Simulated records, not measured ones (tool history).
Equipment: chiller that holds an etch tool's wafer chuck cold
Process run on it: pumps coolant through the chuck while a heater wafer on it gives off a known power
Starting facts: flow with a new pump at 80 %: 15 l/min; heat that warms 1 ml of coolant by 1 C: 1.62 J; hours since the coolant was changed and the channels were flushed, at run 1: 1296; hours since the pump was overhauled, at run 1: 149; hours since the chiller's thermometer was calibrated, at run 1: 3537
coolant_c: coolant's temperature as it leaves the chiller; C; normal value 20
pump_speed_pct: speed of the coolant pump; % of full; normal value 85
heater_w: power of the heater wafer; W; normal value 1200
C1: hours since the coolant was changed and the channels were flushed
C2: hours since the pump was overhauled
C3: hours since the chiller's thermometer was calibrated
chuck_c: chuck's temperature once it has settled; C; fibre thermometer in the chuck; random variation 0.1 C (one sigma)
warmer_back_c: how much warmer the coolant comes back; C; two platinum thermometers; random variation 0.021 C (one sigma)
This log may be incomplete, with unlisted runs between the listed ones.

run 1 day=0.000 | coolant_c=20 pump_speed_pct=85 heater_w=1200 | C1=1296 C2=149 C3=3537 | chuck_c=33.2 warmer_back_c=2.80
run 2 day=1.304 | coolant_c=20 pump_speed_pct=85 heater_w=1200 | C1=1328 C2=180 C3=3568 | chuck_c=33.2 warmer_back_c=2.82
run 3 day=2.692 | coolant_c=20 pump_speed_pct=85 heater_w=1200 | C1=1361 C2=213 C3=3602 | chuck_c=33.2 warmer_back_c=2.82
run 4 day=4.479 | coolant_c=20 pump_speed_pct=85 heater_w=747 | C1=1404 C2=256 C3=3644 | chuck_c=28.1 warmer_back_c=1.77
run 5 day=6.667 | coolant_c=20 pump_speed_pct=85 heater_w=826 | C1=1456 C2=309 C3=3697 | chuck_c=29.0 warmer_back_c=1.91
run 6 day=9.096 | coolant_c=20 pump_speed_pct=85 heater_w=826 | C1=1515 C2=367 C3=3755 | chuck_c=29.0 warmer_back_c=1.96
run 7 day=10.692 | coolant_c=20 pump_speed_pct=87 heater_w=826 | C1=1553 C2=405 C3=3794 | chuck_c=28.9 warmer_back_c=1.89
run 8 day=11.762 | coolant_c=20 pump_speed_pct=87 heater_w=826 | C1=1579 C2=431 C3=3819 | chuck_c=28.7 warmer_back_c=1.88
run 9 day=13.933 | coolant_c=20 pump_speed_pct=87 heater_w=826 | C1=1631 C2=483 C3=3871 | chuck_c=29.0 warmer_back_c=1.88
run 10 day=15.412 | coolant_c=20 pump_speed_pct=87 heater_w=826 | C1=1666 C2=518 C3=3907 | chuck_c=28.9 warmer_back_c=1.87
run 11 day=16.617 | coolant_c=20 pump_speed_pct=85 heater_w=1200 | C1=1695 C2=547 C3=3936 | chuck_c=33.2 warmer_back_c=2.81
run 12 day=18.483 | coolant_c=20 pump_speed_pct=85 heater_w=1200 | C1=1740 C2=592 C3=3981 | chuck_c=33.3 warmer_back_c=2.80
-- day=18.638 chiller's thermometer calibrated
run 13 day=20.788 | coolant_c=20 pump_speed_pct=85 heater_w=1200 | C1=1794 C2=646 C3=52 | chuck_c=33.3 warmer_back_c=2.81
run 14 day=22.983 | coolant_c=20 pump_speed_pct=85 heater_w=1200 | C1=1847 C2=699 C3=104 | chuck_c=33.3 warmer_back_c=2.83
run 15 day=24.788 | coolant_c=20 pump_speed_pct=85 heater_w=1200 | C1=1890 C2=742 C3=148 | chuck_c=33.3 warmer_back_c=2.80
run 16 day=26.262 | coolant_c=20 pump_speed_pct=85 heater_w=1381 | C1=1926 C2=778 C3=183 | chuck_c=35.6 warmer_back_c=3.23
-- day=28.067 chiller's thermometer calibrated, once more
run 17 day=28.388 | coolant_c=20 pump_speed_pct=85 heater_w=1381 | C1=1976 C2=828 C3=8 | chuck_c=35.9 warmer_back_c=3.28
run 18 day=29.729 | coolant_c=20 pump_speed_pct=65 heater_w=977 | C1=2008 C2=860 C3=40 | chuck_c=34.1 warmer_back_c=2.99
run 19 day=30.800 | coolant_c=20 pump_speed_pct=78 heater_w=861 | C1=2034 C2=886 C3=66 | chuck_c=30.7 warmer_back_c=2.22
run 20 day=32.912 | coolant_c=20 pump_speed_pct=74 heater_w=1306 | C1=2084 C2=936 C3=116 | chuck_c=37.0 warmer_back_c=3.52
run 21 day=34.717 | coolant_c=20 pump_speed_pct=74 heater_w=1306 | C1=2128 C2=980 C3=160 | chuck_c=36.8 warmer_back_c=3.51
run 22 day=37.262 | coolant_c=20 pump_speed_pct=74 heater_w=1306 | C1=2189 C2=1041 C3=221 | chuck_c=36.8 warmer_back_c=3.53
run 23 day=38.417 | coolant_c=17 pump_speed_pct=91 heater_w=1428 | C1=2216 C2=1068 C3=248 | chuck_c=32.3 warmer_back_c=3.14
run 24 day=40.579 | coolant_c=26 pump_speed_pct=85 heater_w=1664 | C1=2268 C2=1120 C3=300 | chuck_c=44.9 warmer_back_c=3.90
run 25 day=43.004 | coolant_c=20 pump_speed_pct=95 heater_w=1332 | C1=2326 C2=1179 C3=358 | chuck_c=34.0 warmer_back_c=2.80
run 26 day=44.158 | coolant_c=20 pump_speed_pct=95 heater_w=1332 | C1=2354 C2=1206 C3=386 | chuck_c=34.3 warmer_back_c=2.84
run 27 day=46.517 | coolant_c=20 pump_speed_pct=98 heater_w=910 | C1=2411 C2=1263 C3=443 | chuck_c=29.3 warmer_back_c=1.86
run 28 day=48.879 | coolant_c=13 pump_speed_pct=85 heater_w=911 | C1=2467 C2=1320 C3=499 | chuck_c=23.5 warmer_back_c=2.15
run 29 day=51.112 | coolant_c=13 pump_speed_pct=85 heater_w=911 | C1=2521 C2=1373 C3=553 | chuck_c=23.5 warmer_back_c=2.18
run 30 day=53.512 | coolant_c=13 pump_speed_pct=69 heater_w=1521 | C1=2579 C2=1431 C3=611 | chuck_c=33.9 warmer_back_c=4.44
run 31 day=55.542 | coolant_c=13 pump_speed_pct=69 heater_w=1521 | C1=2627 C2=1480 C3=659 | chuck_c=34.1 warmer_back_c=4.45
run 32 day=57.108 | coolant_c=25 pump_speed_pct=85 heater_w=1200 | C1=2665 C2=1517 C3=697 | chuck_c=39.0 warmer_back_c=2.88
run 33 day=58.858 | coolant_c=14 pump_speed_pct=68 heater_w=1798 | C1=2707 C2=1559 C3=739 | chuck_c=39.2 warmer_back_c=5.35

Below are 3 alternative next runs, each starting from the tool's condition after run 33. Predict each:
run A day=60.646 | coolant_c=20 pump_speed_pct=85 heater_w=1093 | C1=2750 C2=1602 C3=782 | chuck_c=? warmer_back_c=?
run B day=60.646 | coolant_c=10 pump_speed_pct=64 heater_w=776 | C1=2750 C2=1602 C3=782 | chuck_c=? warmer_back_c=?
run C day=60.646 | coolant_c=14 pump_speed_pct=68 heater_w=864 | C1=2750 C2=1602 C3=782 | chuck_c=? warmer_back_c=?

run=A chuck_c=32.7 warmer_back_c=2.61
run=B chuck_c=21.4 warmer_back_c=2.44
run=C chuck_c=26.1 warmer_back_c=2.56
What these runs would have given with no unlogged condition in the tool:
run=A chuck_c=31.7 warmer_back_c=2.57
run=B chuck_c=20.5 warmer_back_c=2.40
run=C chuck_c=25.2 warmer_back_c=2.52

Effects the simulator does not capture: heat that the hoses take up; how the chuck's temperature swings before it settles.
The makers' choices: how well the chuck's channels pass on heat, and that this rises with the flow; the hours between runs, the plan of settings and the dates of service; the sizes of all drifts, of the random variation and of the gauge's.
